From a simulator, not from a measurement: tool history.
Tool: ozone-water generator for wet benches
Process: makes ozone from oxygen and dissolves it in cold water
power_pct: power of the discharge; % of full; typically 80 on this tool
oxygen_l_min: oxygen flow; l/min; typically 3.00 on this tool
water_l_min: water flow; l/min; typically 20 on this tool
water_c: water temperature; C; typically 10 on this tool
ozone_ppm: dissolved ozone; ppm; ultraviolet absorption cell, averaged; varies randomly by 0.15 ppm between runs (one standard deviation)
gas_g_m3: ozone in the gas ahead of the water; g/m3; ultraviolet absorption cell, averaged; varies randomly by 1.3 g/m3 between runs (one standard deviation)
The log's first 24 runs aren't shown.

{"run": 25, "hour": 1401.7, "power_pct": 43, "oxygen_l_min": 3.16, "water_l_min": 19, "water_c": 6, "ozone_ppm": 14.8, "gas_g_m3": 161.4}
{"run": 26, "hour": 1451.1, "power_pct": 43, "oxygen_l_min": 3.16, "water_l_min": 19, "water_c": 6, "ozone_ppm": 14.6, "gas_g_m3": 160.5}
{"run": 27, "hour": 1515.9, "power_pct": 43, "oxygen_l_min": 3.16, "water_l_min": 19, "water_c": 6, "ozone_ppm": 14.6, "gas_g_m3": 159.3}
{"run": 28, "hour": 1590.8, "power_pct": 80, "oxygen_l_min": 3.0, "water_l_min": 12, "water_c": 16, "ozone_ppm": 28.0, "gas_g_m3": 228.8}
{"run": 29, "hour": 1646.5, "power_pct": 80, "oxygen_l_min": 3.0, "water_l_min": 19, "water_c": 10, "ozone_ppm": 19.1, "gas_g_m3": 228.9}
{"run": 30, "hour": 1699.0, "power_pct": 80, "oxygen_l_min": 3.0, "water_l_min": 20, "water_c": 13, "ozone_ppm": 17.9, "gas_g_m3": 227.3}
{"run": 31, "hour": 1765.8, "power_pct": 49, "oxygen_l_min": 4.38, "water_l_min": 17, "water_c": 5, "ozone_ppm": 18.1, "gas_g_m3": 140.3}
{"run": 32, "hour": 1812.9, "power_pct": 57, "oxygen_l_min": 4.38, "water_l_min": 17, "water_c": 5, "ozone_ppm": 19.6, "gas_g_m3": 152.9}
{"run": 33, "hour": 1877.1, "power_pct": 66, "oxygen_l_min": 4.14, "water_l_min": 20, "water_c": 6, "ozone_ppm": 17.8, "gas_g_m3": 169.5}
{"hour": 1926.6, "done": "contactor cleaned"}
{"run": 34, "hour": 1948.1, "power_pct": 44, "oxygen_l_min": 3.56, "water_l_min": 12, "water_c": 6, "ozone_ppm": 23.6, "gas_g_m3": 148.6}

Branching from run 34: 3 alternative next runs. What would each branch give?
{"run": "A", "hour": 1999.7, "power_pct": 98, "oxygen_l_min": 3.0, "water_l_min": 20, "water_c": 11, "ozone_ppm": "?", "gas_g_m3": "?"}
{"run": "B", "hour": 1999.7, "power_pct": 57, "oxygen_l_min": 3.0, "water_l_min": 12, "water_c": 7, "ozone_ppm": "?", "gas_g_m3": "?"}
{"run": "C", "hour": 1999.7, "power_pct": 51, "oxygen_l_min": 2.48, "water_l_min": 20, "water_c": 14, "ozone_ppm": "?", "gas_g_m3": "?"}

run=A ozone_ppm=20.9 gas_g_m3=252.7
run=B ozone_ppm=26.5 gas_g_m3=191.7
run=C ozone_ppm=14.2 gas_g_m3=202.2
Without the tool's hidden state the same runs would have given:
run=A ozone_ppm=21.8 gas_g_m3=262.7
run=B ozone_ppm=27.4 gas_g_m3=197.4
run=C ozone_ppm=14.6 gas_g_m3=207.8
